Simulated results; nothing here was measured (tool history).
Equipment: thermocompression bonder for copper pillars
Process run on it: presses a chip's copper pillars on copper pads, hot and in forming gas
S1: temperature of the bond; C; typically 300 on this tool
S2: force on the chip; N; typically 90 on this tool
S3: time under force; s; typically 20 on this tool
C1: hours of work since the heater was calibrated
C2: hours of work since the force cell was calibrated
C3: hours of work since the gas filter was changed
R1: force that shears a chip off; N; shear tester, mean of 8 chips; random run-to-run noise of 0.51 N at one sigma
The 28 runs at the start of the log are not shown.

run    hour   S1   S2  S3   C1    C2   C3    R1
      801.3  -- forming gas filter changed
 29   812.8  277  130  11  286  1594    8  37.5
 30   838.4  277  130  11  304  1612   26  37.5
 31   880.8  277  130  11  333  1642   56  37.8
 32   907.9  277  130  11  353  1661   75  36.8
 33   941.8  277   64  46  376  1685   99  37.8
 34   965.1  300   80  25  393  1701  115  43.1
 35   997.4  300   80  25  416  1724  138  43.6
 36  1025.9  316   90  30  436  1744  158  56.6
 37  1067.9  287  113  25  465  1773  188  48.2
 38  1102.8  291   89  33  490  1798  212  46.7
 39  1121.1  309  125  18  503  1811  225  54.5

Alternative continuations, all from the tool just after run 39; predict every row:
  A  1147.7  314   63  33  521  1829  244   ?
  B  1147.7  279   58  18  521  1829  244   ?
  C  1147.7  302  125  18  521  1829  244   ?

run    R1
  A  45.7
  B  23.9
  C  51.2
Without the tool's unlogged condition, the same runs would have read:
run    R1
  A  45.8
  B  23.2
  C  51.6
